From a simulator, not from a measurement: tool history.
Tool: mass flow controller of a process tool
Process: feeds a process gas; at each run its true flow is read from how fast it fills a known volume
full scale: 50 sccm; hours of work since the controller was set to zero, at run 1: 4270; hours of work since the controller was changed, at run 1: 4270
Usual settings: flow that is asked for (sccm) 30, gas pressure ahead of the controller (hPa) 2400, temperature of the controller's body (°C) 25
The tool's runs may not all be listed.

run	hour	flow that is asked for (sccm)	gas pressure ahead of the controller (hPa)	temperature of the controller's body (°C)	hours of work since the controller was set to zero	hours of work since the controller was changed	true flow (%)
1	0.0	30	2400	25	4270	4270	100.42
2	341.9	30	2400	25	4534	4534	100.47
3	646.5	9	2400	25	4770	4770	101.55
4	874.0	9	2400	25	4945	4945	101.72
5	1244.8	9	2400	25	5232	5232	101.87
6	1606.9	9	2400	25	5512	5512	102.04
7	1919.1	30	2340	25	5753	5753	100.91
8	2224.5	25	2340	25	5989	5989	100.88
9	2509.3	30	2400	25	6209	6209	101.01
10	2794.5	17	2400	25	6429	6429	101.10
11	3126.3	30	2400	25	6685	6685	101.13
12	3563.5	6	2400	25	7023	7023	105.34
13	3815.5	6	2400	25	7218	7218	105.55
# hour 3875.0: controller's zero set anew
14	4121.2	6	2400	25	190	7453	98.92
15	4326.3	30	2400	25	349	7612	100.12
16	4636.9	30	2400	25	588	7852	100.28
# hour 4767.5: controller exchanged for a calibrated one
17	4932.2	6	2310	29	127	127	97.46
18	5320.2	6	2310	29	427	427	97.73
19	5709.1	11	2400	28	727	727	97.85
20	5908.0	30	2400	39	881	881	99.40
21	6126.3	30	2400	39	1050	1050	99.43
22	6484.5	30	1440	23	1326	1326	99.56

Run 23 comes next. What will it give?
23	6729.8	30	1440	23	1516	1516	?

{"run 23": {"true flow (%)": 99.48}}
Without the tool's hidden state the same run would have given true flow (%) 98.95.

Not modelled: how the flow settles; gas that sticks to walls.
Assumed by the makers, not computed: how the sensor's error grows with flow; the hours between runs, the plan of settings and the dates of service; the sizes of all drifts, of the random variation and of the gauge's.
